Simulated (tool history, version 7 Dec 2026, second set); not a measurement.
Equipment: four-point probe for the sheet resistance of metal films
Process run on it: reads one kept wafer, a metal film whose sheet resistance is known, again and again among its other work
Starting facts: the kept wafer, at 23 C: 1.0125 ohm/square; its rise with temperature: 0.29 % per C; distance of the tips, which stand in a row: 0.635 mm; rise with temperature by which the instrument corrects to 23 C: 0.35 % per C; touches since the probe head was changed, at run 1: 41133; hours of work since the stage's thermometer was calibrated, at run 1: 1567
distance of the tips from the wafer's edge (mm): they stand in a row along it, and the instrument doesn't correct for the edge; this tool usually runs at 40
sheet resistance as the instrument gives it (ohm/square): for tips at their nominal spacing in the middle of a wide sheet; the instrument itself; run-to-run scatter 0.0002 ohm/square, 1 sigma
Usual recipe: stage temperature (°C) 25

run	hour	stage temperature (°C)	distance of the tips from the wafer's edge (mm)	touches since the probe head was changed	hours of work since the stage's thermometer was calibrated	sheet resistance as the instrument gives it (ohm/square)
1	0.0	25	40	41133	1567	1.011593
2	34.2	25	40	42450	1589	1.011661
3	58.2	25	40	43373	1604	1.011528
4	85.2	25	23	44410	1621	1.011773
5	111.3	25	40	45415	1637	1.011875
6	143.2	25	40	46644	1657	1.011415
7	163.8	25	4	47437	1670	1.025042
8	185.8	25	4	48280	1684	1.024936
9	211.7	25	4	49279	1700	1.025253
10	242.9	25	4	50481	1720	1.025343
11	261.0	25	4	51174	1731	1.024656
12	294.9	25	4	52480	1753	1.024863
13	316.5	25	40	53312	1766	1.011554
14	339.2	25	39	54184	1780	1.011816
15	362.4	25	39	55079	1795	1.011746
16	376.9	25	40	55633	1804	1.011516
17	392.4	25	40	56231	1814	1.011385
18	414.2	28	40	57070	1828	1.009974
19	437.9	28	40	57981	1843	1.009882
20	462.8	28	40	58939	1858	1.009532
21	482.1	28	40	59685	1870	1.009458
22	510.1	25	40	60762	1888	1.011633
23	532.2	25	40	61611	1902	1.011938
24	553.2	18	4	62420	1915	1.028952
25	570.3	34	28	63078	1926	1.006430
26	595.1	25	4	64030	1941	1.024983
27	619.6	33	53	64975	1957	1.007240
28	644.1	22	4	65916	1972	1.026989
29	660.0	33	12	66527	1982	1.008816
30	678.8	33	13	67253	1994	1.008328
31	704.1	31	56	68225	2010	1.007842
32	734.3	31	56	69386	2029	1.008388
33	757.8	29	3	70290	2044	1.033073
34	788.6	20	6	71474	2063	1.020764
35	819.7	26	5	72673	2083	1.019305
36	847.3	27	29	73736	2100	1.010772
37	865.2	27	29	74423	2111	1.010966
38	895.4	21	29	75586	2130	1.014114
39	920.3	25	12	76542	2146	1.012903
40	946.8	25	12	77565	2163	1.013015
41	969.6	25	12	78442	2177	1.013070
# hour 1002.8: stage's thermometer calibrated
42	1002.8	19	37	79697	0	1.015352
43	1020.1	19	37	80364	11	1.015119
44	1050.3	19	37	81526	30	1.015156
45	1078.4	19	37	82609	48	1.015348

Hidden state at the last listed run before each entry between runs and at the first one after, where it differs:
Runs 41 to 42: stage's thermometer calibrated (hour 1002.8)
  wafer's true temperature over the reading, C: 0.02 -> 0
  measured result minus the result with no hidden state, sheet resistance as the instrument gives it (ohm/square): +0.000244 -> +0.000191

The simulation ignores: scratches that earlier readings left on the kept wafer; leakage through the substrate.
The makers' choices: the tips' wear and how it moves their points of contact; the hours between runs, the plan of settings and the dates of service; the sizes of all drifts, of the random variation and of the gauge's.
